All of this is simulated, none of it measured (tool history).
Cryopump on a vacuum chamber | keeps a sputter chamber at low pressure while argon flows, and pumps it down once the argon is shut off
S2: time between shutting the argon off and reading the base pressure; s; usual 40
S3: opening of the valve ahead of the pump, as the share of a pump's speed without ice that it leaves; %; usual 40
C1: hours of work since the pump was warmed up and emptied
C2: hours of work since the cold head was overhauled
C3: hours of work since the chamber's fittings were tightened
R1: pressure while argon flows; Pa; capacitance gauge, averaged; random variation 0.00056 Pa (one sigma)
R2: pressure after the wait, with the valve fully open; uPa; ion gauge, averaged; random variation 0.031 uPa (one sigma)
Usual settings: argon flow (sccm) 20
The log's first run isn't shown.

run 2 hour=69 | argon_flow_(sccm)=20 S2=58 S3=40 | C1=223 C2=1548 C3=1441 | R1=0.0682 R2=1.72
run 3 hour=139.4 | argon_flow_(sccm)=20 S2=43 S3=40 | C1=274 C2=1599 C3=1491 | R1=0.0687 R2=2.05
run 4 hour=211.6 | argon_flow_(sccm)=20 S2=40 S3=16 | C1=326 C2=1651 C3=1544 | R1=0.1665 R2=2.21
run 5 hour=296.3 | argon_flow_(sccm)=20 S2=40 S3=41 | C1=387 C2=1713 C3=1605 | R1=0.0698 R2=2.3
-- hour=325.2 pump warmed up, emptied and cooled again
run 6 hour=372.3 | argon_flow_(sccm)=20 S2=40 S3=41 | C1=34 C2=1764 C3=1656 | R1=0.0647 R2=2.1
run 7 hour=421.4 | argon_flow_(sccm)=20 S2=40 S3=41 | C1=70 C2=1799 C3=1692 | R1=0.0641 R2=2.18
run 8 hour=504.1 | argon_flow_(sccm)=20 S2=45 S3=40 | C1=129 C2=1859 C3=1751 | R1=0.0672 R2=2.06
-- hour=539.7 leaking fittings of the chamber tightened, without venting
run 9 hour=545.6 | argon_flow_(sccm)=33 S2=45 S3=40 | C1=158 C2=1888 C3=4 | R1=0.1115 R2=1.47
run 10 hour=614.9 | argon_flow_(sccm)=20 S2=40 S3=40 | C1=208 C2=1938 C3=54 | R1=0.0674 R2=1.68
run 11 hour=701 | argon_flow_(sccm)=20 S2=40 S3=40 | C1=270 C2=2000 C3=117 | R1=0.0688 R2=1.68
run 12 hour=788.6 | argon_flow_(sccm)=20 S2=253 S3=40 | C1=333 C2=2063 C3=180 | R1=0.07 R2=0.61
run 13 hour=846.6 | argon_flow_(sccm)=20 S2=253 S3=40 | C1=375 C2=2105 C3=222 | R1=0.0707 R2=0.6
-- hour=895.6 pump warmed up, emptied and cooled again
run 14 hour=896.4 | argon_flow_(sccm)=20 S2=253 S3=40 | C1=1 C2=2138 C3=254 | R1=0.0658 R2=0.55
run 15 hour=946.4 | argon_flow_(sccm)=20 S2=253 S3=40 | C1=37 C2=2174 C3=290 | R1=0.0657 R2=0.57
run 16 hour=1013.9 | argon_flow_(sccm)=20 S2=85 S3=40 | C1=85 C2=2222 C3=339 | R1=0.067 R2=1.01
run 17 hour=1062.4 | argon_flow_(sccm)=20 S2=85 S3=40 | C1=121 C2=2258 C3=374 | R1=0.0676 R2=1.04
run 18 hour=1102.8 | argon_flow_(sccm)=9 S2=85 S3=46 | C1=150 C2=2287 C3=403 | R1=0.0264 R2=1.04
run 19 hour=1141.2 | argon_flow_(sccm)=20 S2=40 S3=17 | C1=177 C2=2314 C3=431 | R1=0.1561 R2=1.77
run 20 hour=1227.1 | argon_flow_(sccm)=20 S2=40 S3=17 | C1=240 C2=2377 C3=493 | R1=0.1569 R2=1.77
run 21 hour=1297 | argon_flow_(sccm)=20 S2=40 S3=17 | C1=290 C2=2427 C3=544 | R1=0.1568 R2=1.84
run 22 hour=1337.7 | argon_flow_(sccm)=11 S2=40 S3=40 | C1=319 C2=2456 C3=573 | R1=0.0385 R2=1.86
run 23 hour=1374.8 | argon_flow_(sccm)=19 S2=40 S3=53 | C1=346 C2=2483 C3=600 | R1=0.0519 R2=1.89
run 24 hour=1449.6 | argon_flow_(sccm)=19 S2=40 S3=53 | C1=400 C2=2537 C3=654 | R1=0.0517 R2=1.91
-- hour=1462.5 pump warmed up, emptied and cooled again
run 25 hour=1537.9 | argon_flow_(sccm)=19 S2=105 S3=57 | C1=54 C2=2598 C3=714 | R1=0.0457 R2=1.06

Forecast run 26:
run 26 hour=1627.1 | argon_flow_(sccm)=19 S2=105 S3=57 | C1=119 C2=2662 C3=779 | R1=? R2=?

R1: 0.0451 Pa
R2: 1.07 uPa
Without the tool's hidden state the same run would have given R1 0.043 Pa, R2 0.73 uPa.
